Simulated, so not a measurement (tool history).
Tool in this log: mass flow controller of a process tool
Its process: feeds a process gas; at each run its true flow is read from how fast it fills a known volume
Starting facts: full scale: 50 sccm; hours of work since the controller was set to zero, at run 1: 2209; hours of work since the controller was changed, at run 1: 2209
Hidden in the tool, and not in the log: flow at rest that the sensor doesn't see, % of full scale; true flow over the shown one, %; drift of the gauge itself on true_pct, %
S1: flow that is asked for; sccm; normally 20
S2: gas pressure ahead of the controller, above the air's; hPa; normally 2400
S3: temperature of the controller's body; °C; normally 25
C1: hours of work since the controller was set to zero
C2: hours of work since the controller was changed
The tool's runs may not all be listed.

run 1 day=0.000 | S1=20 S2=2400 S3=25 | C1=2209 C2=2209 | true_flow_(%)=99.68
run 2 day=3.442 | S1=20 S2=2400 S3=25 | C1=2266 C2=2266 | true_flow_(%)=99.56
run 3 day=9.433 | S1=20 S2=2400 S3=25 | C1=2367 C2=2367 | true_flow_(%)=99.71
run 4 day=12.342 | S1=19 S2=2400 S3=25 | C1=2416 C2=2416 | true_flow_(%)=99.73
run 5 day=15.508 | S1=19 S2=2400 S3=25 | C1=2469 C2=2469 | true_flow_(%)=99.74
run 6 day=20.325 | S1=19 S2=2400 S3=25 | C1=2550 C2=2550 | true_flow_(%)=99.77
run 7 day=23.717 | S1=20 S2=2400 S3=25 | C1=2607 C2=2607 | true_flow_(%)=99.84
run 8 day=26.796 | S1=20 S2=2400 S3=25 | C1=2658 C2=2658 | true_flow_(%)=99.94
run 9 day=31.083 | S1=20 S2=2400 S3=25 | C1=2730 C2=2730 | true_flow_(%)=99.77
run 10 day=34.600 | S1=20 S2=2400 S3=25 | C1=2789 C2=2789 | true_flow_(%)=99.92
run 11 day=39.488 | S1=20 S2=2400 S3=25 | C1=2871 C2=2871 | true_flow_(%)=99.90
run 12 day=43.962 | S1=20 S2=2400 S3=21 | C1=2946 C2=2946 | true_flow_(%)=99.68
run 13 day=48.012 | S1=20 S2=2400 S3=25 | C1=3014 C2=3014 | true_flow_(%)=100.09
run 14 day=53.025 | S1=20 S2=1480 S3=25 | C1=3098 C2=3098 | true_flow_(%)=99.66
run 15 day=57.779 | S1=20 S2=1980 S3=25 | C1=3178 C2=3178 | true_flow_(%)=99.92
run 16 day=62.167 | S1=20 S2=1980 S3=25 | C1=3252 C2=3252 | true_flow_(%)=99.95
run 17 day=66.504 | S1=20 S2=1850 S3=25 | C1=3325 C2=3325 | true_flow_(%)=99.91
run 18 day=70.971 | S1=20 S2=1850 S3=25 | C1=3400 C2=3400 | true_flow_(%)=99.91
run 19 day=76.783 | S1=20 S2=1850 S3=25 | C1=3497 C2=3497 | true_flow_(%)=99.98
run 20 day=83.371 | S1=20 S2=1850 S3=25 | C1=3608 C2=3608 | true_flow_(%)=100.11
run 21 day=87.725 | S1=20 S2=2400 S3=25 | C1=3681 C2=3681 | true_flow_(%)=100.51
run 22 day=94.167 | S1=22 S2=1410 S3=34 | C1=3789 C2=3789 | true_flow_(%)=101.09
run 23 day=98.588 | S1=30 S2=1410 S3=36 | C1=3863 C2=3863 | true_flow_(%)=101.37
run 24 day=104.967 | S1=33 S2=2400 S3=29 | C1=3970 C2=3970 | true_flow_(%)=101.12
run 25 day=108.025 | S1=20 S2=2750 S3=37 | C1=4022 C2=4022 | true_flow_(%)=102.18
run 26 day=114.483 | S1=27 S2=1440 S3=37 | C1=4130 C2=4130 | true_flow_(%)=101.63
run 27 day=120.692 | S1=27 S2=1630 S3=37 | C1=4234 C2=4234 | true_flow_(%)=101.78
run 28 day=124.533 | S1=27 S2=2570 S3=22 | C1=4299 C2=4299 | true_flow_(%)=100.60
run 29 day=129.371 | S1=6 S2=2090 S3=25 | C1=4380 C2=4380 | true_flow_(%)=102.68
run 30 day=133.571 | S1=6 S2=1780 S3=37 | C1=4450 C2=4450 | true_flow_(%)=104.00
run 31 day=139.371 | S1=20 S2=2560 S3=23 | C1=4548 C2=4548 | true_flow_(%)=100.85
run 32 day=143.758 | S1=42 S2=2710 S3=25 | C1=4621 C2=4621 | true_flow_(%)=101.52
run 33 day=150.700 | S1=22 S2=2400 S3=25 | C1=4738 C2=4738 | true_flow_(%)=100.86
run 34 day=154.925 | S1=22 S2=2400 S3=25 | C1=4809 C2=4809 | true_flow_(%)=100.95
run 35 day=160.046 | S1=22 S2=2400 S3=25 | C1=4895 C2=4895 | true_flow_(%)=101.13
run 36 day=163.408 | S1=22 S2=2400 S3=25 | C1=4951 C2=4951 | true_flow_(%)=101.08
run 37 day=167.462 | S1=22 S2=2400 S3=25 | C1=5019 C2=5019 | true_flow_(%)=101.17
run 38 day=173.638 | S1=22 S2=2400 S3=25 | C1=5123 C2=5123 | true_flow_(%)=101.15
run 39 day=178.912 | S1=22 S2=2400 S3=25 | C1=5211 C2=5211 | true_flow_(%)=101.25
run 40 day=183.762 | S1=6 S2=1430 S3=28 | C1=5293 C2=5293 | true_flow_(%)=103.89
run 41 day=187.796 | S1=18 S2=1430 S3=28 | C1=5360 C2=5360 | true_flow_(%)=101.21

For some of the steps in true flow (%) from one run to the next: how much would appear even if the tool had no hidden state, given the settings, what came in and random variation, and how much remains for the hidden state plus any gauge scatter that the measured result and the result without hidden state don't share?
Run 28 -> 29: S1 27 -> 6, S2 2570 -> 2090, S3 22 -> 25. true flow (%) +2.08: hidden state +3.17, all else -1.09.
Run 30 -> 31: S1 6 -> 20, S2 1780 -> 2560, S3 37 -> 23. true flow (%) -3.15: hidden state -2.81, all else -0.34.
Run 39 -> 40: S1 22 -> 6, S2 2400 -> 1430, S3 25 -> 28. true flow (%) +2.64: hidden state +3.55, all else -0.91.
Run 40 -> 41: S1 6 -> 18. true flow (%) -2.68: hidden state -3.18, all else +0.50.
